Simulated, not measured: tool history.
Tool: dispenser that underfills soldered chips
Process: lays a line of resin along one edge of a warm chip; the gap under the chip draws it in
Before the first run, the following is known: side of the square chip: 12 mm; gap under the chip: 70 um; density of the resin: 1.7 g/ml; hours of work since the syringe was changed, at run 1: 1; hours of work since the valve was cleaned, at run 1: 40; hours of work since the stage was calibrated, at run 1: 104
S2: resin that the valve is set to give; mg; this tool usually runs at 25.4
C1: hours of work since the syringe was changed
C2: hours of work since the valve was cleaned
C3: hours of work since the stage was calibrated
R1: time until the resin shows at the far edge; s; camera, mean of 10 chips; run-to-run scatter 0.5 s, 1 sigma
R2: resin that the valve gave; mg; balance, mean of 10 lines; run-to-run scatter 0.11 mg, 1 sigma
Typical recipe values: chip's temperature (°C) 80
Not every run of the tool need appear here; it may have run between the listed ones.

{"run": 1, "hour": 0.0, "chip's temperature (°C)": 80, "S2": 25.4, "C1": 1, "C2": 40, "C3": 104, "R1": 42.6, "R2": 24.69}
{"run": 2, "hour": 2.3, "chip's temperature (°C)": 80, "S2": 25.4, "C1": 3, "C2": 41, "C3": 105, "R1": 46.7, "R2": 24.91}
{"run": 3, "hour": 5.2, "chip's temperature (°C)": 80, "S2": 22.5, "C1": 5, "C2": 43, "C3": 107, "R1": 53.4, "R2": 21.65}
{"run": 4, "hour": 8.4, "chip's temperature (°C)": 80, "S2": 25.4, "C1": 7, "C2": 45, "C3": 109, "R1": 58.3, "R2": 24.5}
{"hour": 11.1, "done": "new syringe of resin"}
{"run": 5, "hour": 12.6, "chip's temperature (°C)": 83, "S2": 25.4, "C1": 1, "C2": 48, "C3": 112, "R1": 37.0, "R2": 24.53}
{"run": 6, "hour": 15.3, "chip's temperature (°C)": 83, "S2": 25.4, "C1": 3, "C2": 50, "C3": 113, "R1": 40.8, "R2": 24.42}
{"run": 7, "hour": 17.9, "chip's temperature (°C)": 80, "S2": 21.7, "C1": 4, "C2": 51, "C3": 115, "R1": 52.9, "R2": 20.82}
{"run": 8, "hour": 22.7, "chip's temperature (°C)": 80, "S2": 21.7, "C1": 7, "C2": 54, "C3": 118, "R1": 63.4, "R2": 20.66}
{"hour": 24.6, "done": "new syringe of resin"}
{"run": 9, "hour": 25.6, "chip's temperature (°C)": 80, "S2": 21.7, "C1": 1, "C2": 56, "C3": 120, "R1": 43.3, "R2": 20.94}
{"run": 10, "hour": 30.0, "chip's temperature (°C)": 80, "S2": 25.3, "C1": 4, "C2": 59, "C3": 123, "R1": 49.0, "R2": 24.23}
{"run": 11, "hour": 34.1, "chip's temperature (°C)": 80, "S2": 25.3, "C1": 6, "C2": 62, "C3": 125, "R1": 57.2, "R2": 24.0}
{"hour": 37.8, "done": "new syringe of resin"}
{"run": 12, "hour": 39.2, "chip's temperature (°C)": 91, "S2": 25.4, "C1": 1, "C2": 65, "C3": 128, "R1": 25.5, "R2": 24.23}
{"run": 13, "hour": 43.3, "chip's temperature (°C)": 91, "S2": 26.4, "C1": 4, "C2": 67, "C3": 131, "R1": 29.3, "R2": 25.19}
{"run": 14, "hour": 48.3, "chip's temperature (°C)": 69, "S2": 22.9, "C1": 7, "C2": 70, "C3": 134, "R1": 101.5, "R2": 21.38}
{"hour": 50.8, "done": "new syringe of resin"}
{"run": 15, "hour": 52.5, "chip's temperature (°C)": 77, "S2": 22.7, "C1": 1, "C2": 73, "C3": 137, "R1": 50.5, "R2": 21.36}

What will run 16 give?
{"run": 16, "hour": 56.6, "chip's temperature (°C)": 78, "S2": 22.1, "C1": 4, "C2": 76, "C3": 139, "R1": "?", "R2": "?"}

R1: 55.8 s
R2: 20.81 mg
If the tool had no hidden condition, the same run with the same run-to-run variation would have returned R1 45.9 s, R2 22.14 mg.
